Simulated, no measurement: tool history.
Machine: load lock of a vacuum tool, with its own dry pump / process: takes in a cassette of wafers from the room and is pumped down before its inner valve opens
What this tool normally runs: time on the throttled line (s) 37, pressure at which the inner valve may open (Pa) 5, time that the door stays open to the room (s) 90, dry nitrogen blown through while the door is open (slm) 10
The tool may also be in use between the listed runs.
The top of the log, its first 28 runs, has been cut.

run	day	time on the throttled line (s)	pressure at which the inner valve may open (Pa)	time that the door stays open to the room (s)	dry nitrogen blown through while the door is open (slm)	incoming humidity of the room's air, %	time from the closed door until the inner valve may open (s)	rise of the pressure with all valves shut (Pa/min)
29	207.212	21	6	27	16	43.7	47.2	0.037
30	215.100	21	6	27	9	46.7	47.4	0.040
31	226.150	21	6	27	9	43.8	47.2	0.035
32	231.692	21	6	27	9	48.1	47.0	0.046
33	242.771	21	6	27	9	46.2	47.0	0.039
34	251.242	21	6	203	9	47.4	47.2	0.081
35	261.217	21	6	203	9	42.6	46.8	0.077
36	273.096	21	6	35	9	45.1	46.9	0.043

Forecast each of these 3 alternatives for the next run:
A	278.938	21	7	35	9	42.0	?	?
B	278.938	41	5	190	10	43.8	?	?
C	278.938	53	6	35	33	46.9	?	?

run	time from the closed door until the inner valve may open (s)	rise of the pressure with all valves shut (Pa/min)
A	46.5	0.043
B	65.4	0.073
C	75.6	0.033
Without the tool's unlogged condition, the same runs would have read:
run	time from the closed door until the inner valve may open (s)	rise of the pressure with all valves shut (Pa/min)
A	46.5	0.042
B	65.4	0.072
C	75.6	0.032
